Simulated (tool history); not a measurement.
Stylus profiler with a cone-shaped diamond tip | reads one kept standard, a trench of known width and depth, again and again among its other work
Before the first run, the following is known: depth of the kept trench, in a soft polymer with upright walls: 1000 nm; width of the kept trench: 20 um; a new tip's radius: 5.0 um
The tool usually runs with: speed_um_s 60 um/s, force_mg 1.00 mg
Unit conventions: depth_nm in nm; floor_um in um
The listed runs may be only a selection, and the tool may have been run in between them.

Run 1, hour 0.0: usual settings. Result: depth_nm 1006.07 nm, floor_um 13.48 um.
Run 2, hour 10.7: usual settings but force_mg 1.87 mg. Result: depth_nm 1009.22 nm, floor_um 13.48 um.
Run 3, hour 21.8: usual settings but speed_um_s 154 um/s. Result: depth_nm 1006.06 nm, floor_um 12.93 um.
Run 4, hour 32.9: usual settings but speed_um_s 154 um/s. Result: depth_nm 1005.04 nm, floor_um 12.96 um.
Run 5, hour 54.3: usual settings but speed_um_s 154 um/s. Result: depth_nm 1005.76 nm, floor_um 12.88 um.
Run 6, hour 70.9: usual settings but speed_um_s 154 um/s. Result: depth_nm 1006.07 nm, floor_um 12.88 um.
Run 7, hour 82.4: usual settings but speed_um_s 154 um/s. Result: depth_nm 1005.71 nm, floor_um 12.86 um.
Run 8, hour 103.1: usual settings but speed_um_s 154 um/s. Result: depth_nm 1005.71 nm, floor_um 12.89 um.
Run 9, hour 112.0: usual settings but speed_um_s 154 um/s. Result: depth_nm 1005.60 nm, floor_um 12.89 um.
Run 10, hour 121.2: usual settings but speed_um_s 154 um/s. Result: depth_nm 1006.01 nm, floor_um 12.95 um.
Run 11, hour 138.2: usual settings. Result: depth_nm 1005.91 nm, floor_um 13.33 um.
Run 12, hour 156.5: usual settings. Result: depth_nm 1005.68 nm, floor_um 13.36 um.
Run 13, hour 173.4: usual settings but speed_um_s 161 um/s. Result: depth_nm 1005.76 nm, floor_um 12.77 um.
Run 14, hour 192.2: usual settings but speed_um_s 161 um/s. Result: depth_nm 1005.81 nm, floor_um 12.84 um.
Run 15, hour 202.7: usual settings but speed_um_s 80 um/s. Result: depth_nm 1005.72 nm, floor_um 13.23 um.
Run 16, hour 212.1: usual settings but speed_um_s 80 um/s. Result: depth_nm 1005.61 nm, floor_um 13.26 um.
Run 17, hour 226.2: usual settings but speed_um_s 80 um/s, force_mg 0.73 mg. Result: depth_nm 1004.14 nm, floor_um 13.12 um.
Run 18, hour 244.5: usual settings but speed_um_s 80 um/s, force_mg 0.73 mg. Result: depth_nm 1004.43 nm, floor_um 13.07 um.
Run 19, hour 263.6: usual settings. Result: depth_nm 1005.43 nm, floor_um 13.27 um.
Run 20, hour 283.2: usual settings. Result: depth_nm 1005.54 nm, floor_um 13.23 um.
Run 21, hour 301.1: usual settings but speed_um_s 31 um/s. Result: depth_nm 1005.82 nm, floor_um 13.44 um.
Run 22, hour 314.4: usual settings but speed_um_s 24 um/s, force_mg 1.88 mg. Result: depth_nm 1009.17 nm, floor_um 13.44 um.
Run 23, hour 335.5: usual settings but speed_um_s 44 um/s, force_mg 1.88 mg. Result: depth_nm 1008.98 nm, floor_um 13.44 um.
At hour 337.9: height scale calibrated on a step standard.
Run 24, hour 352.3: usual settings but speed_um_s 210 um/s, force_mg 1.70 mg. Result: depth_nm 1007.99 nm, floor_um 12.63 um.
Run 25, hour 365.2: usual settings but speed_um_s 163 um/s, force_mg 1.19 mg. Result: depth_nm 1006.04 nm, floor_um 12.73 um.
At hour 372.6: height scale calibrated on a step standard, once more.
Run 26, hour 377.2: usual settings but speed_um_s 15 um/s, force_mg 1.76 mg. Result: depth_nm 1009.59 nm, floor_um 13.45 um.
Run 27, hour 392.2: usual settings but speed_um_s 15 um/s, force_mg 1.76 mg. Result: depth_nm 1009.76 nm, floor_um 13.47 um.
Run 28, hour 407.6: usual settings but speed_um_s 15 um/s, force_mg 2.73 mg. Result: depth_nm 1013.04 nm, floor_um 13.47 um.
Run 29, hour 427.6: usual settings but speed_um_s 95 um/s, force_mg 0.52 mg. Result: depth_nm 1004.13 nm, floor_um 12.77 um.
Run 30, hour 445.7: usual settings but force_mg 0.51 mg. Result: depth_nm 1004.35 nm, floor_um 13.05 um.
Run 31, hour 457.2: usual settings but speed_um_s 171 um/s, force_mg 0.47 mg. Result: depth_nm 1003.65 nm, floor_um 12.19 um.
Run 32, hour 479.2: usual settings but speed_um_s 98 um/s, force_mg 0.54 mg. Result: depth_nm 1004.37 nm, floor_um 12.77 um.
Run 33, hour 492.7: usual settings but speed_um_s 98 um/s, force_mg 0.54 mg. Result: depth_nm 1004.58 nm, floor_um 12.79 um.
Run 34, hour 512.2: usual settings but speed_um_s 98 um/s, force_mg 0.54 mg. Result: depth_nm 1004.38 nm, floor_um 12.77 um.
Run 35, hour 523.7: usual settings but speed_um_s 48 um/s, force_mg 0.48 mg. Result: depth_nm 1003.79 nm, floor_um 13.11 um.
Run 36, hour 538.6: usual settings but speed_um_s 19 um/s, force_mg 0.48 mg. Result: depth_nm 1003.93 nm, floor_um 13.29 um.
Run 37, hour 555.0: usual settings but speed_um_s 19 um/s, force_mg 0.48 mg. Result: depth_nm 1004.23 nm, floor_um 13.27 um.
Run 38, hour 572.8: usual settings but speed_um_s 19 um/s, force_mg 0.48 mg. Result: depth_nm 1003.79 nm, floor_um 13.28 um.
Run 39, hour 585.0: usual settings but speed_um_s 44 um/s, force_mg 0.90 mg. Result: depth_nm 1005.64 nm, floor_um 13.18 um.
Run 40, hour 605.0: usual settings but speed_um_s 19 um/s, force_mg 0.88 mg. Result: depth_nm 1005.22 nm, floor_um 13.33 um.
Run 41, hour 626.9: usual settings but speed_um_s 19 um/s, force_mg 0.88 mg. Result: depth_nm 1005.95 nm, floor_um 13.31 um.

5 options for the next run, each taken on its own from the tool as it stands now. Forecast them:
Run A, hour 644.0: usual settings but speed_um_s 31 um/s, force_mg 1.05 mg. Result: depth_nm ?, floor_um ?.
Run B, hour 644.0: usual settings but force_mg 1.09 mg. Result: depth_nm ?, floor_um ?.
Run C, hour 644.0: usual settings but speed_um_s 154 um/s, force_mg 0.57 mg. Result: depth_nm ?, floor_um ?.
Run D, hour 644.0: usual settings but speed_um_s 62 um/s, force_mg 1.73 mg. Result: depth_nm ?, floor_um ?.
Run E, hour 644.0: usual settings but speed_um_s 15 um/s, force_mg 0.36 mg. Result: depth_nm ?, floor_um ?.

run  depth_nm  floor_um
  A   1006.56     13.21
  B   1006.90     13.06
  C   1004.25     12.32
  D   1009.35     13.13
  E   1003.36     13.27
With no hidden state in the tool, these same runs would have given:
run  depth_nm  floor_um
  A   1006.87     13.82
  B   1007.21     13.67
  C   1004.56     12.93
  D   1009.66     13.74
  E   1003.66     13.88
